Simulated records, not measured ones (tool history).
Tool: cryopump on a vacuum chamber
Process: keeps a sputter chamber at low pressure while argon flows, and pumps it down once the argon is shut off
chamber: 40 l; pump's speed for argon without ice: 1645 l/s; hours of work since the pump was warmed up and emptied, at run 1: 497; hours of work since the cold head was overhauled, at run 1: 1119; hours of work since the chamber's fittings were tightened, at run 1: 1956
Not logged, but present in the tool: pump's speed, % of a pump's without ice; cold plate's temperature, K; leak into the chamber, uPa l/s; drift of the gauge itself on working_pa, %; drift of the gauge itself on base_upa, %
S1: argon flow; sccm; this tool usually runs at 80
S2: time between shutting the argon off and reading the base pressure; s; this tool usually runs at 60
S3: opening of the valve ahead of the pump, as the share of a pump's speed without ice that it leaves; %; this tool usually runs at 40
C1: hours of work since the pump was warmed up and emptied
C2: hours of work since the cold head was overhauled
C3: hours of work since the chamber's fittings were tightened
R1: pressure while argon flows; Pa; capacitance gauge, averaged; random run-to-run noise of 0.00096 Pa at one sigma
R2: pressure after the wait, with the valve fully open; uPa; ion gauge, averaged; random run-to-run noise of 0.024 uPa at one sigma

run,hour,S1,S2,S3,C1,C2,C3,R1,R2
1,0.0,80,60,40,497,1119,1956,0.2196,2.48
2,26.0,80,60,40,514,1136,1973,0.2190,2.44
3,71.8,80,60,40,546,1168,2005,0.2224,2.49
4,95.5,80,95,40,562,1184,2021,0.2217,2.28
5,148.0,80,95,40,598,1220,2057,0.2231,2.34
# hour 187.8: pump warmed up, emptied and cooled again
6,199.4,80,60,40,8,1251,2088,0.2054,2.26
7,241.8,80,60,40,37,1280,2117,0.2079,2.41
8,290.9,80,60,40,70,1314,2151,0.2071,2.38
9,332.4,80,60,40,99,1342,2179,0.2084,2.41
10,383.5,80,60,40,133,1377,2214,0.2102,2.35
11,435.9,80,60,40,169,1413,2250,0.2108,2.51
12,486.9,80,60,40,204,1447,2284,0.2112,2.57
13,529.7,80,21,40,233,1477,2314,0.2133,3.79
14,578.9,80,21,40,267,1510,2347,0.2132,3.93
15,602.4,80,60,40,283,1526,2363,0.2137,2.66
16,646.2,80,60,40,313,1556,2393,0.2159,2.69
17,683.8,136,121,15,338,1582,2419,0.9510,2.38
18,714.0,80,24,16,359,1602,2439,0.5257,3.83
19,766.4,33,78,52,395,1638,2475,0.0698,2.66
20,788.7,39,139,52,410,1653,2490,0.0833,2.38
21,822.1,39,139,52,433,1676,2513,0.0823,2.47
22,875.7,35,48,50,469,1712,2549,0.0780,3.01
23,922.3,117,60,40,501,1744,2581,0.3215,2.91
24,962.2,117,60,40,528,1771,2608,0.3231,2.93
25,1000.9,51,60,30,554,1798,2635,0.1866,2.99
26,1042.6,51,60,30,583,1826,2663,0.1855,3.04
27,1071.6,107,60,40,603,1846,2683,0.2986,3.02
# hour 1102.2: pump warmed up, emptied and cooled again
28,1106.0,107,78,40,3,1866,2703,0.2763,2.58
29,1141.1,133,273,45,27,1890,2727,0.3073,2.26
30,1183.5,133,273,45,55,1919,2756,0.3097,2.21
31,1225.6,108,273,45,84,1948,2785,0.2515,2.18
32,1263.8,140,58,47,110,1974,2811,0.3140,2.89

Hidden state at the last listed run before each entry between runs and at the first one after, where it differs:
In the gap between runs 5 and 6: pump warmed up, emptied and cooled again (hour 187.8)
  pump's speed, % of a pump's without ice: 83.8 -> 99.8; cold plate's temperature, K: 12.64 -> 12.65; leak into the chamber, uPa l/s: 2554 -> 2586
  measured value less the no-hidden-state value, R1: +0.0172 -> +0.0013 Pa; R2: +1.71 -> +1.39 uPa
In the gap between runs 27 and 28: pump warmed up, emptied and cooled again (hour 1102.2)
  pump's speed, % of a pump's without ice: 83.5 -> 99.6; cold plate's temperature, K: 12.92 -> 12.93; leak into the chamber, uPa l/s: 3246 -> 3267
  measured value less the no-hidden-state value, R1: +0.0242 -> +0.0025 Pa; R2: +2.19 -> +1.86 uPa
